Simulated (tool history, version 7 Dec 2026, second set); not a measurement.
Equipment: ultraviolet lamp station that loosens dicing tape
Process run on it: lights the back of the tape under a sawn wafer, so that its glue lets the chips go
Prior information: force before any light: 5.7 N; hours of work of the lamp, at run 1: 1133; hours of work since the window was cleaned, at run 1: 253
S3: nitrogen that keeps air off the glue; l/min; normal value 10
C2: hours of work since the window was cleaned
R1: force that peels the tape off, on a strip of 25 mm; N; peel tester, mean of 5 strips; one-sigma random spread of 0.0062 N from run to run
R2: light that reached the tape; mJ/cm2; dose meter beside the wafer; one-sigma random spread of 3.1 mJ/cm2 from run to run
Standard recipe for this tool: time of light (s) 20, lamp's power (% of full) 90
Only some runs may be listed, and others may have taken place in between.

run 1 hour=0 | time_of_light_(s)=20 lamp's_power_(%_of_full)=90 S3=10 | hours_of_work_of_the_lamp=1133 C2=253 | R1=0.342 R2=352
run 2 hour=45.9 | time_of_light_(s)=20 lamp's_power_(%_of_full)=90 S3=10 | hours_of_work_of_the_lamp=1161 C2=281 | R1=0.361 R2=346
run 3 hour=97.5 | time_of_light_(s)=20 lamp's_power_(%_of_full)=90 S3=10 | hours_of_work_of_the_lamp=1193 C2=313 | R1=0.384 R2=340
run 4 hour=140.6 | time_of_light_(s)=20 lamp's_power_(%_of_full)=90 S3=10 | hours_of_work_of_the_lamp=1219 C2=339 | R1=0.382 R2=338
run 5 hour=215.2 | time_of_light_(s)=20 lamp's_power_(%_of_full)=90 S3=10 | hours_of_work_of_the_lamp=1264 C2=384 | R1=0.414 R2=324
run 6 hour=259.5 | time_of_light_(s)=38 lamp's_power_(%_of_full)=90 S3=11 | hours_of_work_of_the_lamp=1291 C2=411 | R1=0.103 R2=609
-- hour=265.3 window cleaned of glue's vapour
run 7 hour=341.6 | time_of_light_(s)=21 lamp's_power_(%_of_full)=68 S3=5 | hours_of_work_of_the_lamp=1341 C2=46 | R1=0.911 R2=303
run 8 hour=401.2 | time_of_light_(s)=29 lamp's_power_(%_of_full)=98 S3=15 | hours_of_work_of_the_lamp=1377 C2=83 | R1=0.114 R2=579
run 9 hour=471.2 | time_of_light_(s)=38 lamp's_power_(%_of_full)=91 S3=15 | hours_of_work_of_the_lamp=1420 C2=126 | R1=0.101 R2=685
-- hour=517.9 lamp changed
run 10 hour=533.3 | time_of_light_(s)=20 lamp's_power_(%_of_full)=91 S3=9 | hours_of_work_of_the_lamp=9 C2=163 | R1=0.235 R2=447

Here are 3 independent what-if runs from the current tool condition. What would each one return?
run A hour=581.8 | time_of_light_(s)=20 lamp's_power_(%_of_full)=90 S3=10 | hours_of_work_of_the_lamp=39 C2=192 | R1=? R2=?
run B hour=581.8 | time_of_light_(s)=33 lamp's_power_(%_of_full)=63 S3=9 | hours_of_work_of_the_lamp=39 C2=192 | R1=? R2=?
run C hour=581.8 | time_of_light_(s)=14 lamp's_power_(%_of_full)=90 S3=7 | hours_of_work_of_the_lamp=39 C2=192 | R1=? R2=?

run=A R1=0.223 R2=434
run=B R1=0.169 R2=502
run=C R1=0.649 R2=306
The same runs, with their run-to-run variation unchanged, on a tool lacking any hidden condition would have given:
run=A R1=0.184 R2=475
run=B R1=0.141 R2=549
run=C R1=0.541 R2=335
